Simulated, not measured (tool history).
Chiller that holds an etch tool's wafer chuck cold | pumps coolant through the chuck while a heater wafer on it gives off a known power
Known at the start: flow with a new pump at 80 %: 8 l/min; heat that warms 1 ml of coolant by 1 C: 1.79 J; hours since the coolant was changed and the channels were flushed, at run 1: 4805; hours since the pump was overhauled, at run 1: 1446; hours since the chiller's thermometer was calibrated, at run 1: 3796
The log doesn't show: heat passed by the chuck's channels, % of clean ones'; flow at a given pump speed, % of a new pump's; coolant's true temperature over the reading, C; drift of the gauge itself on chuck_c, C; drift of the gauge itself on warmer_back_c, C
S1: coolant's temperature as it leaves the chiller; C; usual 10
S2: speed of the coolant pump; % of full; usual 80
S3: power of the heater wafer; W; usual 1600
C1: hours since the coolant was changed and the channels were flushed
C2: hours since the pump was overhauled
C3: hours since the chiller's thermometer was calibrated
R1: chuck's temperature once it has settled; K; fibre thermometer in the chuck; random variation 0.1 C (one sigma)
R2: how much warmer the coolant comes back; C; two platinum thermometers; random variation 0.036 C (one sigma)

run 1 day=0 | S1=10 S2=80 S3=1600 | C1=4805 C2=1446 C3=3796 | R1=299.45 R2=6.93
run 2 day=1.433 | S1=10 S2=78 S3=1600 | C1=4839 C2=1481 C3=3830 | R1=299.85 R2=7.13
run 3 day=3.121 | S1=9 S2=80 S3=1600 | C1=4880 C2=1521 C3=3871 | R1=298.35 R2=6.99
run 4 day=4.45 | S1=9 S2=80 S3=1600 | C1=4912 C2=1553 C3=3903 | R1=298.45 R2=6.95
run 5 day=5.962 | S1=11 S2=80 S3=1600 | C1=4948 C2=1589 C3=3939 | R1=300.65 R2=6.95
-- day=7.833 chiller's thermometer calibrated
run 6 day=8.225 | S1=10 S2=63 S3=1600 | C1=5002 C2=1643 C3=9 | R1=302.95 R2=9.16
run 7 day=10.462 | S1=10 S2=63 S3=1600 | C1=5055 C2=1696 C3=63 | R1=302.65 R2=9.23
run 8 day=12.175 | S1=15 S2=80 S3=1600 | C1=5096 C2=1738 C3=104 | R1=304.85 R2=7.02
run 9 day=14.888 | S1=10 S2=80 S3=848 | C1=5161 C2=1803 C3=169 | R1=291.85 R2=3.75
run 10 day=17.354 | S1=10 S2=80 S3=848 | C1=5221 C2=1862 C3=228 | R1=292.05 R2=3.73
run 11 day=18.554 | S1=10 S2=80 S3=1600 | C1=5249 C2=1891 C3=257 | R1=299.75 R2=7.06
run 12 day=21.433 | S1=10 S2=80 S3=1600 | C1=5319 C2=1960 C3=326 | R1=299.85 R2=7.08
run 13 day=23.079 | S1=10 S2=63 S3=1600 | C1=5358 C2=1999 C3=366 | R1=303.15 R2=9.29
run 14 day=25.496 | S1=10 S2=65 S3=1600 | C1=5416 C2=2057 C3=424 | R1=302.55 R2=8.91
run 15 day=27.862 | S1=10 S2=80 S3=1600 | C1=5473 C2=2114 C3=481 | R1=300.05 R2=7.02
run 16 day=30.779 | S1=10 S2=80 S3=1600 | C1=5543 C2=2184 C3=551 | R1=299.95 R2=7.09
run 17 day=32.133 | S1=10 S2=80 S3=1600 | C1=5575 C2=2217 C3=583 | R1=300.15 R2=7.08
run 18 day=34.854 | S1=10 S2=80 S3=1600 | C1=5641 C2=2282 C3=649 | R1=300.25 R2=7.12
run 19 day=36.221 | S1=20 S2=67 S3=1600 | C1=5673 C2=2315 C3=681 | R1=312.25 R2=8.72
run 20 day=38.279 | S1=10 S2=64 S3=1918 | C1=5723 C2=2364 C3=731 | R1=307.25 R2=11.06
run 21 day=40.758 | S1=10 S2=64 S3=1918 | C1=5782 C2=2424 C3=790 | R1=307.25 R2=11.02
run 22 day=41.988 | S1=10 S2=64 S3=1085 | C1=5812 C2=2453 C3=820 | R1=296.85 R2=6.22
run 23 day=43.529 | S1=18 S2=80 S3=1600 | C1=5849 C2=2490 C3=857 | R1=308.35 R2=7.19
run 24 day=45.454 | S1=8 S2=80 S3=1458 | C1=5895 C2=2536 C3=903 | R1=296.85 R2=6.53
run 25 day=47.375 | S1=8 S2=80 S3=1458 | C1=5941 C2=2582 C3=949 | R1=296.65 R2=6.54
run 26 day=48.942 | S1=14 S2=74 S3=832 | C1=5979 C2=2620 C3=987 | R1=296.75 R2=4.05
run 27 day=51.458 | S1=12 S2=80 S3=1088 | C1=6039 C2=2680 C3=1047 | R1=297.05 R2=4.92
run 28 day=54.267 | S1=12 S2=80 S3=1088 | C1=6106 C2=2748 C3=1114 | R1=296.95 R2=4.91
run 29 day=57.017 | S1=12 S2=80 S3=1088 | C1=6173 C2=2814 C3=1180 | R1=296.85 R2=4.97
run 30 day=58.592 | S1=8 S2=80 S3=1088 | C1=6210 C2=2852 C3=1218 | R1=293.15 R2=4.95
run 31 day=61.204 | S1=8 S2=80 S3=1088 | C1=6273 C2=2914 C3=1281 | R1=293.05 R2=4.93
run 32 day=63.188 | S1=7 S2=80 S3=2168 | C1=6321 C2=2962 C3=1329 | R1=304.25 R2=9.85
run 33 day=65.408 | S1=10 S2=65 S3=1600 | C1=6374 C2=3015 C3=1382 | R1=303.55 R2=9.19

Forecast each of these 3 alternatives for the next run:
run A day=67.562 | S1=15 S2=65 S3=887 | C1=6426 C2=3067 C3=1434 | R1=? R2=?
run B day=67.562 | S1=6 S2=73 S3=1600 | C1=6426 C2=3067 C3=1434 | R1=? R2=?
run C day=67.562 | S1=10 S2=65 S3=1627 | C1=6426 C2=3067 C3=1434 | R1=? R2=?

run=A R1=299.55 R2=5.12
run=B R1=298.15 R2=8.13
run=C R1=304.15 R2=9.37
Without the tool's hidden state the same runs would have given:
run=A R1=297.15 R2=4.7
run=B R1=293.95 R2=7.47
run=C R1=299.55 R2=8.6
